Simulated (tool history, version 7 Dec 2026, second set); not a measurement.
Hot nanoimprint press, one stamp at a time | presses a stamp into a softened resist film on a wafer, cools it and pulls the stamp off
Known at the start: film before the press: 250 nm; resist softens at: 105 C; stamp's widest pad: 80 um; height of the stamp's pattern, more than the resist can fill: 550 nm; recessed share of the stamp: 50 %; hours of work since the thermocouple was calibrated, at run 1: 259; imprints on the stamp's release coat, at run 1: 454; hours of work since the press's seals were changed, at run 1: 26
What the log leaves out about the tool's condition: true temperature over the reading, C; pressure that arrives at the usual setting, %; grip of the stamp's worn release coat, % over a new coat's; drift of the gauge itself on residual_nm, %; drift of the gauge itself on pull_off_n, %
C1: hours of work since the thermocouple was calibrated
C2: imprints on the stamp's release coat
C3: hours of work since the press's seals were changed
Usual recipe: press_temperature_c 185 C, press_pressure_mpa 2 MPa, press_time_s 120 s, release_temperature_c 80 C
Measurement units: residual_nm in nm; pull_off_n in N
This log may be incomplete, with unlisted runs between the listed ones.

{"run": 1, "hour": 0.0, "press_temperature_c": 185, "press_pressure_mpa": 2, "press_time_s": 120, "release_temperature_c": 80, "C1": 259, "C2": 454, "C3": 26, "residual_nm": 119.4, "pull_off_n": 208}
{"run": 2, "hour": 47.0, "press_temperature_c": 185, "press_pressure_mpa": 2, "press_time_s": 120, "release_temperature_c": 80, "C1": 290, "C2": 667, "C3": 56, "residual_nm": 119.5, "pull_off_n": 213}
{"run": 3, "hour": 93.2, "press_temperature_c": 185, "press_pressure_mpa": 1.45, "press_time_s": 120, "release_temperature_c": 80, "C1": 319, "C2": 877, "C3": 85, "residual_nm": 136.2, "pull_off_n": 210}
{"run": 4, "hour": 123.5, "press_temperature_c": 185, "press_pressure_mpa": 2, "press_time_s": 179, "release_temperature_c": 80, "C1": 339, "C2": 1014, "C3": 105, "residual_nm": 103.3, "pull_off_n": 216}
{"hour": 144.8, "done": "plate thermocouple calibrated"}
{"run": 5, "hour": 161.2, "press_temperature_c": 185, "press_pressure_mpa": 2, "press_time_s": 179, "release_temperature_c": 80, "C1": 11, "C2": 1172, "C3": 127, "residual_nm": 102.2, "pull_off_n": 216}
{"run": 6, "hour": 195.3, "press_temperature_c": 186, "press_pressure_mpa": 2, "press_time_s": 120, "release_temperature_c": 80, "C1": 33, "C2": 1327, "C3": 149, "residual_nm": 114.6, "pull_off_n": 213}
{"run": 7, "hour": 224.4, "press_temperature_c": 185, "press_pressure_mpa": 2, "press_time_s": 130, "release_temperature_c": 80, "C1": 51, "C2": 1459, "C3": 168, "residual_nm": 113.9, "pull_off_n": 216}
{"hour": 286.5, "done": "stamp cleaned and given a new release coat"}
{"run": 8, "hour": 286.5, "press_temperature_c": 173, "press_pressure_mpa": 2, "press_time_s": 120, "release_temperature_c": 80, "C1": 87, "C2": 0, "C3": 204, "residual_nm": 179.9, "pull_off_n": 227}
{"run": 9, "hour": 319.7, "press_temperature_c": 185, "press_pressure_mpa": 2, "press_time_s": 120, "release_temperature_c": 80, "C1": 109, "C2": 151, "C3": 225, "residual_nm": 118.6, "pull_off_n": 222}
{"run": 10, "hour": 344.1, "press_temperature_c": 185, "press_pressure_mpa": 2, "press_time_s": 120, "release_temperature_c": 80, "C1": 124, "C2": 262, "C3": 241, "residual_nm": 118.8, "pull_off_n": 214}
{"run": 11, "hour": 395.1, "press_temperature_c": 185, "press_pressure_mpa": 2, "press_time_s": 120, "release_temperature_c": 80, "C1": 157, "C2": 493, "C3": 274, "residual_nm": 117.8, "pull_off_n": 220}
{"run": 12, "hour": 443.1, "press_temperature_c": 185, "press_pressure_mpa": 1.29, "press_time_s": 120, "release_temperature_c": 80, "C1": 188, "C2": 711, "C3": 305, "residual_nm": 141.6, "pull_off_n": 216}
{"run": 13, "hour": 485.9, "press_temperature_c": 185, "press_pressure_mpa": 2, "press_time_s": 120, "release_temperature_c": 80, "C1": 215, "C2": 905, "C3": 332, "residual_nm": 119.9, "pull_off_n": 218}
{"run": 14, "hour": 521.9, "press_temperature_c": 185, "press_pressure_mpa": 2, "press_time_s": 120, "release_temperature_c": 80, "C1": 239, "C2": 1069, "C3": 355, "residual_nm": 118.3, "pull_off_n": 212}
{"run": 15, "hour": 552.0, "press_temperature_c": 180, "press_pressure_mpa": 2, "press_time_s": 120, "release_temperature_c": 80, "C1": 258, "C2": 1206, "C3": 375, "residual_nm": 141.6, "pull_off_n": 218}
{"run": 16, "hour": 590.5, "press_temperature_c": 180, "press_pressure_mpa": 2, "press_time_s": 120, "release_temperature_c": 80, "C1": 283, "C2": 1380, "C3": 399, "residual_nm": 141.9, "pull_off_n": 220}
{"run": 17, "hour": 629.1, "press_temperature_c": 187, "press_pressure_mpa": 2.79, "press_time_s": 120, "release_temperature_c": 80, "C1": 307, "C2": 1555, "C3": 424, "residual_nm": 94.6, "pull_off_n": 215}
{"run": 18, "hour": 659.1, "press_temperature_c": 187, "press_pressure_mpa": 2.79, "press_time_s": 120, "release_temperature_c": 80, "C1": 327, "C2": 1691, "C3": 443, "residual_nm": 94.2, "pull_off_n": 221}
{"hour": 669.9, "done": "stamp cleaned and given a new release coat"}
{"hour": 708.7, "done": "plate thermocouple calibrated"}
{"run": 19, "hour": 711.8, "press_temperature_c": 190, "press_pressure_mpa": 2.17, "press_time_s": 138, "release_temperature_c": 80, "C1": 2, "C2": 177, "C3": 471, "residual_nm": 89.6, "pull_off_n": 206}
{"run": 20, "hour": 737.5, "press_temperature_c": 195, "press_pressure_mpa": 1.92, "press_time_s": 86, "release_temperature_c": 68, "C1": 18, "C2": 293, "C3": 488, "residual_nm": 94.3, "pull_off_n": 239}
{"run": 21, "hour": 788.0, "press_temperature_c": 195, "press_pressure_mpa": 3.19, "press_time_s": 96, "release_temperature_c": 81, "C1": 51, "C2": 523, "C3": 520, "residual_nm": 71.8, "pull_off_n": 220}
{"run": 22, "hour": 813.6, "press_temperature_c": 195, "press_pressure_mpa": 2.26, "press_time_s": 237, "release_temperature_c": 81, "C1": 67, "C2": 639, "C3": 537, "residual_nm": 56.8, "pull_off_n": 214}
{"run": 23, "hour": 859.3, "press_temperature_c": 182, "press_pressure_mpa": 2, "press_time_s": 120, "release_temperature_c": 66, "C1": 97, "C2": 846, "C3": 566, "residual_nm": 131.8, "pull_off_n": 239}
{"run": 24, "hour": 902.4, "press_temperature_c": 182, "press_pressure_mpa": 2, "press_time_s": 120, "release_temperature_c": 66, "C1": 124, "C2": 1042, "C3": 594, "residual_nm": 132.4, "pull_off_n": 243}
{"run": 25, "hour": 940.9, "press_temperature_c": 178, "press_pressure_mpa": 1.5, "press_time_s": 176, "release_temperature_c": 81, "C1": 149, "C2": 1217, "C3": 619, "residual_nm": 150.2, "pull_off_n": 224}
{"run": 26, "hour": 975.3, "press_temperature_c": 178, "press_pressure_mpa": 2, "press_time_s": 176, "release_temperature_c": 81, "C1": 171, "C2": 1373, "C3": 641, "residual_nm": 133.8, "pull_off_n": 207}
{"run": 27, "hour": 1014.7, "press_temperature_c": 185, "press_pressure_mpa": 2, "press_time_s": 120, "release_temperature_c": 79, "C1": 197, "C2": 1552, "C3": 666, "residual_nm": 119.8, "pull_off_n": 227}
{"hour": 1056.4, "done": "stamp cleaned and given a new release coat"}
{"run": 28, "hour": 1065.4, "press_temperature_c": 185, "press_pressure_mpa": 2, "press_time_s": 120, "release_temperature_c": 79, "C1": 225, "C2": 42, "C3": 695, "residual_nm": 119.4, "pull_off_n": 221}
{"run": 29, "hour": 1099.6, "press_temperature_c": 185, "press_pressure_mpa": 2, "press_time_s": 120, "release_temperature_c": 79, "C1": 247, "C2": 197, "C3": 717, "residual_nm": 119.5, "pull_off_n": 220}

Each row is a separate what-if for the run after 29, all from the same tool condition, not one after another. Results?
{"run": "A", "hour": 1148.0, "press_temperature_c": 175, "press_pressure_mpa": 1.51, "press_time_s": 106, "release_temperature_c": 80, "C1": 278, "C2": 416, "C3": 748, "residual_nm": "?", "pull_off_n": "?"}
{"run": "B", "hour": 1148.0, "press_temperature_c": 185, "press_pressure_mpa": 1.85, "press_time_s": 120, "release_temperature_c": 75, "C1": 278, "C2": 416, "C3": 748, "residual_nm": "?", "pull_off_n": "?"}
{"run": "C", "hour": 1148.0, "press_temperature_c": 185, "press_pressure_mpa": 1.87, "press_time_s": 79, "release_temperature_c": 87, "C1": 278, "C2": 416, "C3": 748, "residual_nm": "?", "pull_off_n": "?"}
{"run": "D", "hour": 1148.0, "press_temperature_c": 185, "press_pressure_mpa": 1.95, "press_time_s": 132, "release_temperature_c": 86, "C1": 278, "C2": 416, "C3": 748, "residual_nm": "?", "pull_off_n": "?"}

run=A residual_nm=184.6 pull_off_n=217
run=B residual_nm=122.1 pull_off_n=224
run=C residual_nm=142.8 pull_off_n=211
run=D residual_nm=116.3 pull_off_n=204
With no hidden state in the tool, these same runs would have given:
run=A residual_nm=184.7 pull_off_n=217
run=B residual_nm=122.2 pull_off_n=224
run=C residual_nm=142.9 pull_off_n=210
run=D residual_nm=116.3 pull_off_n=203
